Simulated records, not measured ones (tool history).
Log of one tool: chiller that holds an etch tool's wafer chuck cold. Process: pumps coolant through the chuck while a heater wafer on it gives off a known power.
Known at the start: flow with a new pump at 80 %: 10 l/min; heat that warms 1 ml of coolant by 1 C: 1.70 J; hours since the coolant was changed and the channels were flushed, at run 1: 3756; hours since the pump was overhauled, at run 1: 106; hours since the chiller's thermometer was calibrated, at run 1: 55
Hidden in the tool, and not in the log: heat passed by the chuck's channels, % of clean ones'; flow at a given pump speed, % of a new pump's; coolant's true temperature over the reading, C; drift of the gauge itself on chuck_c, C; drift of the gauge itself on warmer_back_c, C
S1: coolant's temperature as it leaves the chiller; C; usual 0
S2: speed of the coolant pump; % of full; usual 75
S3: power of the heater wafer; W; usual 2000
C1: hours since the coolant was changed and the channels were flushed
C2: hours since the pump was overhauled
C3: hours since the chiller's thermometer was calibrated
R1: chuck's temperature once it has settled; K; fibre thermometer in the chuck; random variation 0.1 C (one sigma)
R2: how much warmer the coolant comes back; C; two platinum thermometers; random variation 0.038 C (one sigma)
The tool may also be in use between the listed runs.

Run 1, hour 0: usual settings; C1 3756; C2 106; C3 55. Result: R1 295.85 K, R2 7.59 C.
Run 2, hour 20.3: usual settings; C1 3777; C2 127; C3 76. Result: R1 295.85 K, R2 7.64 C.
Run 3, hour 47.3: usual settings but S2 69 % of full; C1 3804; C2 154; C3 103. Result: R1 297.45 K, R2 8.32 C.
Run 4, hour 74.1: usual settings but S2 69 % of full; C1 3830; C2 181; C3 129. Result: R1 297.45 K, R2 8.26 C.
Run 5, hour 112.9: usual settings but S1 -1 C; C1 3869; C2 219; C3 168. Result: R1 294.95 K, R2 7.7 C.
Run 6, hour 144.6: usual settings but S1 -1 C; C1 3901; C2 251; C3 200. Result: R1 295.05 K, R2 7.61 C.
Run 7, hour 175.1: usual settings but S1 -1 C; C1 3931; C2 282; C3 230. Result: R1 295.05 K, R2 7.63 C.
Run 8, hour 203.4: usual settings but S1 -1 C; C1 3960; C2 310; C3 259. Result: R1 294.95 K, R2 7.61 C.
Run 9, hour 223.7: usual settings but S1 -1 C; C1 3980; C2 330; C3 279. Result: R1 294.85 K, R2 7.62 C.
Run 10, hour 260.4: usual settings but S1 -1 C; C1 4017; C2 367; C3 316. Result: R1 294.95 K, R2 7.66 C.
Run 11, hour 301.4: usual settings but S2 98 % of full; C1 4058; C2 408; C3 357. Result: R1 291.85 K, R2 5.75 C.
Run 12, hour 324.4: usual settings but S2 98 % of full; C1 4081; C2 431; C3 380. Result: R1 291.75 K, R2 5.82 C.
Run 13, hour 356: usual settings but S2 98 % of full; C1 4112; C2 462; C3 411. Result: R1 291.85 K, R2 5.79 C.
Run 14, hour 393.5: usual settings but S2 98 % of full; C1 4150; C2 500; C3 449. Result: R1 291.65 K, R2 5.78 C.
At hour 400.2: coolant pump overhauled.
Run 15, hour 431.5: usual settings but S1 5 C, S3 1320 W; C1 4183; C2 31; C3 482. Result: R1 293.35 K, R2 5.11 C.
Run 16, hour 470.2: usual settings but S3 1799 W; C1 4221; C2 70; C3 520. Result: R1 294.05 K, R2 6.91 C.
Run 17, hour 497.8: usual settings but S3 1799 W; C1 4249; C2 98; C3 548. Result: R1 293.95 K, R2 6.97 C.
Run 18, hour 522.8: usual settings but S1 9 C, S2 93 % of full, S3 1799 W; C1 4274; C2 123; C3 573. Result: R1 299.65 K, R2 5.53 C.

Run 19 comes next. What will it give?
Run 19, hour 557.2: usual settings but S1 5 C, S2 91 % of full; C1 4308; C2 157; C3 607. Result: R1 ?, R2 ?.

Run 19 gave R1 297.95 K, R2 6.27 C.
Without the tool's hidden state the same run would have given R1 295.25 K, R2 6.14 C.
